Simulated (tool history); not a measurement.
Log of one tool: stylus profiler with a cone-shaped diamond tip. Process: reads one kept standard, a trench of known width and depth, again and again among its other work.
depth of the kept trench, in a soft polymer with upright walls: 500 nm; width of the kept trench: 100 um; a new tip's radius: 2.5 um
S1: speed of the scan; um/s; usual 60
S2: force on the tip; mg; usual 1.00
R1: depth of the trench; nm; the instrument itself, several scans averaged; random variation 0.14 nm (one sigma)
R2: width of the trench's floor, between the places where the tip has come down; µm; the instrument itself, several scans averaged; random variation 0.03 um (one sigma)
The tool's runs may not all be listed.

| run | hour | S1 | S2 | R1 | R2 |
|---|---|---|---|---|---|
| 1 | 0.0 | 60 | 1.00 | 503.89 | 96.52 |
| 2 | 90.3 | 60 | 0.53 | 502.18 | 96.37 |
| 3 | 167.2 | 60 | 0.53 | 502.40 | 96.22 |
| 4 | 230.4 | 60 | 0.53 | 501.90 | 96.16 |
| 5 | 352.4 | 60 | 0.53 | 502.28 | 96.02 |
| 6 | 444.2 | 60 | 1.00 | 503.24 | 96.08 |
| 7 | 564.9 | 60 | 1.00 | 503.14 | 96.04 |
| 8 | 683.6 | 60 | 1.00 | 502.97 | 95.88 |
| 9 | 771.3 | 60 | 1.00 | 502.72 | 95.83 |
| 10 | 828.8 | 60 | 1.00 | 502.84 | 95.76 |
| 11 | 922.8 | 60 | 1.05 | 502.78 | 95.66 |
| 12 | 1041.6 | 60 | 1.05 | 502.60 | 95.57 |
| 13 | 1164.3 | 143 | 1.00 | 502.06 | 94.80 |
| 14 | 1221.4 | 143 | 1.00 | 502.18 | 94.79 |
| 15 | 1307.2 | 60 | 0.34 | 499.87 | 95.02 |
| 16 | 1381.5 | 60 | 0.34 | 499.77 | 94.98 |
| 17 | 1513.8 | 60 | 1.00 | 501.71 | 95.20 |
| 18 | 1593.3 | 60 | 1.00 | 501.77 | 95.17 |
| 19 | 1718.9 | 60 | 1.00 | 501.40 | 95.05 |
| 20 | 1783.4 | 60 | 0.61 | 499.98 | 94.86 |
|  | 1851.9 | height scale calibrated on a step standard |
| 21 | 1852.1 | 60 | 0.61 | 502.74 | 94.83 |
| 22 | 1909.2 | 183 | 1.11 | 504.05 | 94.15 |
| 23 | 2003.2 | 183 | 1.11 | 504.26 | 94.05 |
| 24 | 2085.8 | 70 | 0.38 | 501.56 | 94.38 |
| 25 | 2203.2 | 70 | 0.38 | 501.43 | 94.33 |
| 26 | 2309.0 | 51 | 1.66 | 504.89 | 94.76 |
| 27 | 2419.6 | 28 | 0.66 | 502.25 | 94.77 |
| 28 | 2535.6 | 43 | 0.83 | 502.61 | 94.57 |
| 29 | 2649.3 | 134 | 0.51 | 501.40 | 93.50 |
| 30 | 2772.0 | 134 | 0.51 | 501.05 | 93.46 |
| 31 | 2838.0 | 83 | 0.88 | 502.21 | 94.16 |
| 32 | 2938.5 | 25 | 0.34 | 499.97 | 94.37 |
| 33 | 3010.6 | 28 | 0.97 | 502.20 | 94.39 |
|  | 3082.4 | new tip fitted, height scale calibrated |
| 34 | 3143.7 | 28 | 2.26 | 506.77 | 96.92 |
| 35 | 3267.9 | 56 | 2.80 | 507.97 | 96.63 |
| 36 | 3359.3 | 60 | 0.37 | 501.67 | 96.10 |
| 37 | 3417.3 | 119 | 0.62 | 502.39 | 95.62 |
| 38 | 3519.7 | 58 | 1.36 | 504.29 | 96.21 |
| 39 | 3599.4 | 45 | 1.00 | 503.62 | 96.24 |

5 ways to go on from here, each from the tool as it stands after run 39. What would each give?
| A | 3667.7 | 52 | 1.17 | ? | ? |
| B | 3667.7 | 50 | 0.41 | ? | ? |
| C | 3667.7 | 45 | 0.69 | ? | ? |
| D | 3667.7 | 28 | 0.79 | ? | ? |
| E | 3667.7 | 212 | 2.44 | ? | ? |

| run | R1 | R2 |
|---|---|---|
| A | 503.81 | 96.13 |
| B | 501.35 | 95.90 |
| C | 502.57 | 96.09 |
| D | 502.54 | 96.22 |
| E | 506.67 | 95.42 |
Without the tool's hidden state the same runs would have given:
| run | R1 | R2 |
|---|---|---|
| A | 504.66 | 96.71 |
| B | 502.20 | 96.47 |
| C | 503.42 | 96.66 |
| D | 503.39 | 96.80 |
| E | 507.52 | 96.00 |

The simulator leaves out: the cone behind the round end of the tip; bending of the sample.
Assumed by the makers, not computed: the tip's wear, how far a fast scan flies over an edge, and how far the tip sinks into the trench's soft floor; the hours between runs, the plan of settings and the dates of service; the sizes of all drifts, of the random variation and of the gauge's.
